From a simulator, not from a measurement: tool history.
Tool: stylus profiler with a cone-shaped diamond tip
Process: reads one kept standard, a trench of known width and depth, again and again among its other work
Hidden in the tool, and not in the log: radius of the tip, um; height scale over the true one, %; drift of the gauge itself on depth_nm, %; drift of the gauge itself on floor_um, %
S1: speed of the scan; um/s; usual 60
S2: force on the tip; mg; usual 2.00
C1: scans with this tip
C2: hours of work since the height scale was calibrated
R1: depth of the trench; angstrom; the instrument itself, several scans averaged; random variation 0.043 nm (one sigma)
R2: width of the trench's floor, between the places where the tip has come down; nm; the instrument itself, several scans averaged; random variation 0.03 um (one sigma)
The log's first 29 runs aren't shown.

run	hour	S1	S2	C1	C2	R1	R2
30	876.1	40	2.15	8593	860	2032.1	47850
31	909.3	40	2.15	8780	879	2031.8	47900
32	953.1	40	2.15	9026	904	2031.6	47880
33	971.5	15	3.09	9129	914	2040.5	48000
34	1000.9	15	3.09	9295	931	2040.2	47970
35	1045.7	43	4.22	9547	956	2050.2	47930
36	1078.5	72	0.93	9731	974	2018.1	47640
37	1123.3	49	2.01	9983	999	2030.1	47840
38	1150.3	21	2.44	10134	1015	2034.4	47920
39	1181.1	205	2.58	10308	1032	2036.3	47330
40	1206.5	44	1.15	10451	1046	2020.6	47840
41	1243.1	27	5.51	10656	1067	2060.1	47970
42	1265.6	81	3.08	10783	1080	2040.0	47740

3 ways to go on from here, each from the tool as it stands after run 42. What would each give?
A	1309.1	190	2.00	11028	1104	?	?
B	1309.1	81	2.91	11028	1104	?	?
C	1309.1	60	2.93	11028	1104	?	?

run	R1	R2
A	2029.4	47300
B	2038.5	47760
C	2038.2	47870
Without the tool's hidden state the same runs would have given:
run	R1	R2
A	2029.5	47320
B	2038.6	47780
C	2038.3	47890

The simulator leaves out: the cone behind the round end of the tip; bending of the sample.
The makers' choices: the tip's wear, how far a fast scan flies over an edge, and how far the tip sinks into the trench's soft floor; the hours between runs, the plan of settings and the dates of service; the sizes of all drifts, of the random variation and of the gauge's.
